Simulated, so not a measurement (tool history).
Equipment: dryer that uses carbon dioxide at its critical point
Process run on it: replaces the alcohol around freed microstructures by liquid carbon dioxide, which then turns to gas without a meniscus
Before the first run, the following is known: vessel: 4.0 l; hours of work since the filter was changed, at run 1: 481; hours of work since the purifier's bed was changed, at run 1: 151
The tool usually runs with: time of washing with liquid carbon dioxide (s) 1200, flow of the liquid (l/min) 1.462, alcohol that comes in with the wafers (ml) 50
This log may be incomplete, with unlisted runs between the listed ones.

| run | hour | time of washing with liquid carbon dioxide (s) | flow of the liquid (l/min) | alcohol that comes in with the wafers (ml) | hours of work since the filter was changed | hours of work since the purifier's bed was changed | alcohol left in the vessel before it's heated (ppm by volume) |
|---|---|---|---|---|---|---|---|
| 1 | 0 | 1200 | 1.462 | 50 | 481 | 151 | 71 |
| 2 | 35.9 | 1020 | 1.462 | 50 | 505 | 176 | 144 |
| 3 | 53.6 | 1020 | 1.462 | 50 | 517 | 188 | 145 |
|  | 83.5 | inlet filter changed |
| 4 | 84 | 1800 | 1.462 | 50 | 0 | 208 | 16 |
| 5 | 122.7 | 1800 | 1.462 | 50 | 27 | 234 | 21 |
| 6 | 145.3 | 1800 | 1.462 | 50 | 42 | 249 | 20 |
| 7 | 162.8 | 1200 | 1.462 | 50 | 54 | 261 | 41 |
| 8 | 196.1 | 1200 | 1.462 | 50 | 76 | 284 | 46 |
| 9 | 226.7 | 1200 | 1.462 | 50 | 97 | 304 | 50 |
| 10 | 253.4 | 1200 | 1.462 | 50 | 115 | 323 | 50 |
| 11 | 287.5 | 1200 | 2.01 | 50 | 138 | 346 | 22 |
| 12 | 326.9 | 1200 | 2.01 | 50 | 165 | 372 | 27 |
| 13 | 365.3 | 1740 | 1.462 | 50 | 191 | 399 | 23 |
| 14 | 390.9 | 1740 | 1.462 | 50 | 209 | 416 | 27 |
| 15 | 424.6 | 1200 | 1.462 | 50 | 231 | 439 | 55 |
| 16 | 449.4 | 1200 | 1.462 | 50 | 248 | 456 | 62 |
| 17 | 482.4 | 1200 | 1.462 | 50 | 271 | 478 | 67 |
| 18 | 501.8 | 1200 | 1.462 | 50 | 284 | 491 | 63 |
| 19 | 536.1 | 1200 | 1.462 | 50 | 307 | 514 | 68 |
| 20 | 562.7 | 1020 | 1.6 | 32 | 325 | 532 | 64 |
| 21 | 597.4 | 1080 | 1.462 | 26 | 349 | 556 | 68 |
| 22 | 634.6 | 1860 | 1.462 | 50 | 374 | 581 | 30 |
| 23 | 670.6 | 1260 | 1.17 | 90 | 398 | 606 | 228 |
| 24 | 701.2 | 1260 | 1.17 | 90 | 419 | 626 | 236 |
| 25 | 739 | 840 | 2.06 | 86 | 445 | 652 | 129 |
| 26 | 767.3 | 900 | 1.462 | 52 | 464 | 671 | 248 |
| 27 | 807.7 | 900 | 1.462 | 52 | 491 | 699 | 258 |
| 28 | 836.1 | 900 | 1.462 | 52 | 511 | 718 | 267 |
| 29 | 868.6 | 1200 | 0.97 | 50 | 533 | 740 | 384 |
|  | 875.3 | inlet filter changed |
| 30 | 891.9 | 1200 | 0.97 | 50 | 11 | 755 | 222 |
| 31 | 927.1 | 1500 | 1.34 | 29 | 35 | 779 | 42 |
| 32 | 963.4 | 1500 | 1.08 | 29 | 60 | 804 | 55 |
| 33 | 990.2 | 1680 | 1.49 | 27 | 78 | 822 | 38 |
| 34 | 1029 | 1800 | 1.1 | 50 | 104 | 848 | 55 |

Pick out some run-to-run changes in alcohol left in the vessel before it's heated (ppm by volume). Of each, how much would a tool without hidden state show as well, from the settings, what came in and chance, and how much is left for the hidden state and any gauge scatter not in both results compared?
Hidden state present: flow that reaches the vessel past the clogged filter, %; alcohol in the recycled carbon dioxide, ppm; drift of the gauge itself on alcohol_ppm, %.
Run 3 -> 4: time of washing with liquid carbon dioxide (s) 1020 -> 1800, inlet filter changed. alcohol left in the vessel before it's heated (ppm by volume) -129: hidden state -77, all else -52.
Run 22 -> 23: time of washing with liquid carbon dioxide (s) 1860 -> 1260, flow of the liquid (l/min) 1.462 -> 1.17, alcohol that comes in with the wafers (ml) 50 -> 90. alcohol left in the vessel before it's heated (ppm by volume) +198: hidden state +93, all else +105.
Run 29 -> 30: inlet filter changed. alcohol left in the vessel before it's heated (ppm by volume) -162: hidden state -164, all else +2.
Run 30 -> 31: time of washing with liquid carbon dioxide (s) 1200 -> 1500, flow of the liquid (l/min) 0.97 -> 1.34, alcohol that comes in with the wafers (ml) 50 -> 29. alcohol left in the vessel before it's heated (ppm by volume) -180: hidden state -4, all else -176.

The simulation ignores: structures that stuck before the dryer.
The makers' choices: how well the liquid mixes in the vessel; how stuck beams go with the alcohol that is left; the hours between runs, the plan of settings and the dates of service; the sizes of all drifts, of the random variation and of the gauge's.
